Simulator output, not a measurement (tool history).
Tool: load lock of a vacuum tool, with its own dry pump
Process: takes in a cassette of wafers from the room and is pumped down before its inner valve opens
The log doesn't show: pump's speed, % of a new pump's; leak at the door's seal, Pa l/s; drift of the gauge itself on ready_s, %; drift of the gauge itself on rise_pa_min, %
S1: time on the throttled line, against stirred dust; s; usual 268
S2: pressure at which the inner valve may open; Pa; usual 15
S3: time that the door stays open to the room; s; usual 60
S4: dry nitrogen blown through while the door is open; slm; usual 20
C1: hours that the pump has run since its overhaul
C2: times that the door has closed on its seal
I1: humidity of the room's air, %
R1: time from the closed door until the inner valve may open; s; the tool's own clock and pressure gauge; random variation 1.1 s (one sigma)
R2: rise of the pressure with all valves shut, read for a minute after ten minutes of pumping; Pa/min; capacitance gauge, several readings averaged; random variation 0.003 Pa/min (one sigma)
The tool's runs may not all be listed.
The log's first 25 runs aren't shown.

run	hour	S1	S2	S3	S4	C1	C2	I1	R1	R2
26	8013.6	323	22	60	6	13802	28794	45.6	426.5	0.202
27	8447.1	323	22	60	6	14235	30194	41.9	424.7	0.213
28	8691.4	323	22	60	6	14480	30983	43.3	426.7	0.223
29	8933.9	165	22	60	25	14722	31766	46.3	288.5	0.211
30	9188.8	268	22	42	20	14977	32589	46.6	378.3	0.212
31	9431.9	268	22	42	20	15220	33375	40.3	378.8	0.226
32	9666.4	182	17	106	4	15455	34132	44.7	309.5	0.280
33	10077.8	182	11	106	4	15866	35461	44.9	319.3	0.290
34	10481.8	182	11	110	4	16270	36766	47.6	318.4	0.312
35	10681.4	182	11	110	4	16470	37411	46.3	319.5	0.318
36	11091.7	268	15	60	4	16880	38736	47.4	385.8	0.318
# hour 11245.5: dry pump taken out, an overhauled one fitted
37	11427.0	268	15	60	4	181	39800	45.4	367.6	0.323
38	11652.9	268	21	60	23	407	40530	47.0	361.5	0.315

Forecast each of these 3 alternatives for the next run:
A	12094.4	268	15	60	14	849	41956	43.3	?	?
B	12094.4	268	21	60	29	849	41956	46.5	?	?
C	12094.4	268	18	60	11	849	41956	45.7	?	?

run	R1	R2
A	372.3	0.338
B	365.2	0.310
C	367.5	0.338
Without the tool's hidden state the same runs would have given:
run	R1	R2
A	372.6	0.036
B	365.1	0.011
C	367.4	0.037

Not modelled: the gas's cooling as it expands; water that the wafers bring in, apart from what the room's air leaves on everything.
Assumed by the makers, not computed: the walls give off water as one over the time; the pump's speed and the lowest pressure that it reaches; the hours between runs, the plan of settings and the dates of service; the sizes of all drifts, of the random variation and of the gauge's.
